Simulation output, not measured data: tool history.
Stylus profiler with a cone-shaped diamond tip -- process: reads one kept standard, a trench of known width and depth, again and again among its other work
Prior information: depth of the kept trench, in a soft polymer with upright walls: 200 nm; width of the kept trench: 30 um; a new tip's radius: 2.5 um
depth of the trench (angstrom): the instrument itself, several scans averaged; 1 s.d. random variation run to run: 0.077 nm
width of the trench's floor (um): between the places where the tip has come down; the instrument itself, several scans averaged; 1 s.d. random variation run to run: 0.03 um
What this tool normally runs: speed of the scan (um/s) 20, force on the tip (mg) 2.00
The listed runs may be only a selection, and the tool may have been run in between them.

run,day,speed of the scan (um/s),force on the tip (mg),depth of the trench (angstrom),width of the trench's floor (um)
1,0.000,20,2.00,2012.2,27.74
2,1.250,20,2.00,2012.3,27.70
3,2.192,45,2.00,2012.9,27.59
4,3.325,45,2.00,2012.6,27.59
5,5.154,13,2.00,2013.7,27.70
6,7.129,13,2.00,2013.7,27.68
7,8.108,13,2.00,2012.8,27.65
8,9.025,13,2.00,2012.5,27.67
9,11.021,13,2.00,2013.2,27.69
10,12.438,21,2.00,2012.2,27.57
11,13.375,21,2.00,2012.9,27.64
12,14.833,21,2.00,2012.0,27.66
13,16.929,20,2.00,2012.3,27.63
14,18.621,6,5.14,2025.4,27.65

What does the tool deliver on the next run?
15,20.312,10,1.70,?,?

{"run 15": {"depth of the trench (angstrom)": 2010.6, "width of the trench's floor (um)": 27.54}}
Take away the tool's hidden state, keep the run-to-run variation as it was, and the same run would have given depth of the trench (angstrom) 2012.8, width of the trench's floor (um) 27.95.

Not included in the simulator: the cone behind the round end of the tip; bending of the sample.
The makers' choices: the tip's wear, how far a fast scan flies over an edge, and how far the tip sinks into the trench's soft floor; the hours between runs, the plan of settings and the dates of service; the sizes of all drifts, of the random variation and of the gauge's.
